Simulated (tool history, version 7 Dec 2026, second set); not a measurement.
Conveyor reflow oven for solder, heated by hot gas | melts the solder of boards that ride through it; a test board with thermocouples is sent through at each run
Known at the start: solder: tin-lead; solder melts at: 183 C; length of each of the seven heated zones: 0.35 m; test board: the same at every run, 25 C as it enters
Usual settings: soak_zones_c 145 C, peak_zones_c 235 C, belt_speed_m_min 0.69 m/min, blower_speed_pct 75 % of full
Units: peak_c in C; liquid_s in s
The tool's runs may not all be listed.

{"run": 1, "hour": 0.0, "soak_zones_c": 145, "peak_zones_c": 235, "belt_speed_m_min": 0.69, "blower_speed_pct": 75, "peak_c": 218.8, "liquid_s": 49.6}
{"run": 2, "hour": 26.9, "soak_zones_c": 145, "peak_zones_c": 235, "belt_speed_m_min": 0.69, "blower_speed_pct": 75, "peak_c": 219, "liquid_s": 49.2}
{"run": 3, "hour": 54.7, "soak_zones_c": 145, "peak_zones_c": 236, "belt_speed_m_min": 0.69, "blower_speed_pct": 75, "peak_c": 219.4, "liquid_s": 49.9}
{"run": 4, "hour": 74.9, "soak_zones_c": 145, "peak_zones_c": 236, "belt_speed_m_min": 0.69, "blower_speed_pct": 75, "peak_c": 219, "liquid_s": 49.4}
{"run": 5, "hour": 110.3, "soak_zones_c": 145, "peak_zones_c": 236, "belt_speed_m_min": 0.69, "blower_speed_pct": 75, "peak_c": 219.8, "liquid_s": 49.1}
{"run": 6, "hour": 135.3, "soak_zones_c": 145, "peak_zones_c": 236, "belt_speed_m_min": 0.69, "blower_speed_pct": 75, "peak_c": 219.5, "liquid_s": 49.3}
{"run": 7, "hour": 163.1, "soak_zones_c": 145, "peak_zones_c": 236, "belt_speed_m_min": 0.69, "blower_speed_pct": 75, "peak_c": 218.9, "liquid_s": 49.3}
{"run": 8, "hour": 186.8, "soak_zones_c": 145, "peak_zones_c": 236, "belt_speed_m_min": 0.69, "blower_speed_pct": 75, "peak_c": 218.5, "liquid_s": 49.1}
{"run": 9, "hour": 210.4, "soak_zones_c": 145, "peak_zones_c": 235, "belt_speed_m_min": 0.675, "blower_speed_pct": 75, "peak_c": 219.1, "liquid_s": 50.4}
{"run": 10, "hour": 236.4, "soak_zones_c": 145, "peak_zones_c": 235, "belt_speed_m_min": 0.69, "blower_speed_pct": 75, "peak_c": 217.6, "liquid_s": 49}
{"run": 11, "hour": 277.5, "soak_zones_c": 145, "peak_zones_c": 235, "belt_speed_m_min": 0.69, "blower_speed_pct": 75, "peak_c": 217.6, "liquid_s": 48.4}
{"run": 12, "hour": 319.0, "soak_zones_c": 145, "peak_zones_c": 235, "belt_speed_m_min": 0.69, "blower_speed_pct": 75, "peak_c": 217.3, "liquid_s": 48.3}
{"hour": 365.8, "done": "flux residue cleaned out of gas plates and filters"}
{"run": 13, "hour": 365.8, "soak_zones_c": 145, "peak_zones_c": 235, "belt_speed_m_min": 0.69, "blower_speed_pct": 75, "peak_c": 220.9, "liquid_s": 50.9}
{"run": 14, "hour": 400.6, "soak_zones_c": 145, "peak_zones_c": 235, "belt_speed_m_min": 0.69, "blower_speed_pct": 75, "peak_c": 221.4, "liquid_s": 51}
{"run": 15, "hour": 419.9, "soak_zones_c": 145, "peak_zones_c": 235, "belt_speed_m_min": 0.566, "blower_speed_pct": 75, "peak_c": 226, "liquid_s": 66}
{"run": 16, "hour": 446.6, "soak_zones_c": 145, "peak_zones_c": 245, "belt_speed_m_min": 0.69, "blower_speed_pct": 75, "peak_c": 229.6, "liquid_s": 55.4}
{"run": 17, "hour": 485.0, "soak_zones_c": 144, "peak_zones_c": 236, "belt_speed_m_min": 0.69, "blower_speed_pct": 51, "peak_c": 214.8, "liquid_s": 45.3}
{"run": 18, "hour": 511.9, "soak_zones_c": 144, "peak_zones_c": 244, "belt_speed_m_min": 0.69, "blower_speed_pct": 79, "peak_c": 230.3, "liquid_s": 54.6}
{"run": 19, "hour": 542.4, "soak_zones_c": 159, "peak_zones_c": 235, "belt_speed_m_min": 0.69, "blower_speed_pct": 75, "peak_c": 222.1, "liquid_s": 56.4}
{"run": 20, "hour": 585.1, "soak_zones_c": 135, "peak_zones_c": 235, "belt_speed_m_min": 0.721, "blower_speed_pct": 67, "peak_c": 215.6, "liquid_s": 41.9}
{"run": 21, "hour": 622.0, "soak_zones_c": 135, "peak_zones_c": 246, "belt_speed_m_min": 0.721, "blower_speed_pct": 67, "peak_c": 224.6, "liquid_s": 47}
{"run": 22, "hour": 661.0, "soak_zones_c": 142, "peak_zones_c": 246, "belt_speed_m_min": 0.69, "blower_speed_pct": 75, "peak_c": 229.3, "liquid_s": 54.4}
{"run": 23, "hour": 703.5, "soak_zones_c": 142, "peak_zones_c": 246, "belt_speed_m_min": 0.69, "blower_speed_pct": 75, "peak_c": 228.7, "liquid_s": 53.9}
{"run": 24, "hour": 737.3, "soak_zones_c": 147, "peak_zones_c": 246, "belt_speed_m_min": 0.711, "blower_speed_pct": 75, "peak_c": 229.5, "liquid_s": 53.8}
{"run": 25, "hour": 782.9, "soak_zones_c": 131, "peak_zones_c": 246, "belt_speed_m_min": 0.743, "blower_speed_pct": 85, "peak_c": 227.1, "liquid_s": 46.5}
{"run": 26, "hour": 814.0, "soak_zones_c": 131, "peak_zones_c": 246, "belt_speed_m_min": 0.743, "blower_speed_pct": 85, "peak_c": 227.1, "liquid_s": 46.4}
{"run": 27, "hour": 854.3, "soak_zones_c": 150, "peak_zones_c": 246, "belt_speed_m_min": 0.665, "blower_speed_pct": 85, "peak_c": 232.3, "liquid_s": 59.7}
{"run": 28, "hour": 888.4, "soak_zones_c": 150, "peak_zones_c": 246, "belt_speed_m_min": 0.665, "blower_speed_pct": 85, "peak_c": 233, "liquid_s": 59.9}
{"run": 29, "hour": 935.1, "soak_zones_c": 146, "peak_zones_c": 242, "belt_speed_m_min": 0.822, "blower_speed_pct": 79, "peak_c": 219.9, "liquid_s": 42.4}
{"run": 30, "hour": 970.1, "soak_zones_c": 146, "peak_zones_c": 242, "belt_speed_m_min": 0.822, "blower_speed_pct": 79, "peak_c": 220.4, "liquid_s": 42}
{"run": 31, "hour": 994.5, "soak_zones_c": 149, "peak_zones_c": 242, "belt_speed_m_min": 0.553, "blower_speed_pct": 79, "peak_c": 231.7, "liquid_s": 71.8}

Measured less the same run without the tool's hidden state. The same run-to-run variation is in both; the gauge's scatter may not be:
The hidden state here: heat that the gas passes to the board, % of a clean oven's; belt's true speed, % of the reading; true gas temperature in zones 6 and 7 over the reading, C; drift of the gauge itself on peak_c, C; drift of the gauge itself on liquid_s, %.
run=1 peak_c=-3.6 liquid_s=-1.9
run=2 peak_c=-3.7 liquid_s=-2
run=3 peak_c=-3.9 liquid_s=-2
run=4 peak_c=-4 liquid_s=-2
run=5 peak_c=-4.1 liquid_s=-2.1
run=6 peak_c=-4.2 liquid_s=-2.2
run=7 peak_c=-4.4 liquid_s=-2.2
run=8 peak_c=-4.4 liquid_s=-2.3
run=9 peak_c=-4.5 liquid_s=-2.4
run=10 peak_c=-4.7 liquid_s=-2.6
run=11 peak_c=-4.9 liquid_s=-2.6
run=12 peak_c=-5.1 liquid_s=-2.8
run=13 peak_c=-1.3 liquid_s=-0.1
run=14 peak_c=-1.4 liquid_s=-0.1
run=15 peak_c=-1.5 liquid_s=+0.1
run=16 peak_c=-1.6 liquid_s=+0
run=17 peak_c=-1.5 liquid_s=-0.4
run=18 peak_c=-1.9 liquid_s=+0
run=19 peak_c=-1.9 liquid_s=-0.1
run=20 peak_c=-2.2 liquid_s=-0.9
run=21 peak_c=-2.5 liquid_s=-0.6
run=22 peak_c=-2.7 liquid_s=-0.3
run=23 peak_c=-2.8 liquid_s=-0.3
run=24 peak_c=-3 liquid_s=-0.3
run=25 peak_c=-3.7 liquid_s=-0.9
run=26 peak_c=-3.9 liquid_s=-1
run=27 peak_c=-3.5 liquid_s=-0.1
run=28 peak_c=-3.7 liquid_s=-0.1
run=29 peak_c=-4.3 liquid_s=-1.3
run=30 peak_c=-4.5 liquid_s=-1.5
run=31 peak_c=-3.5 liquid_s=+0
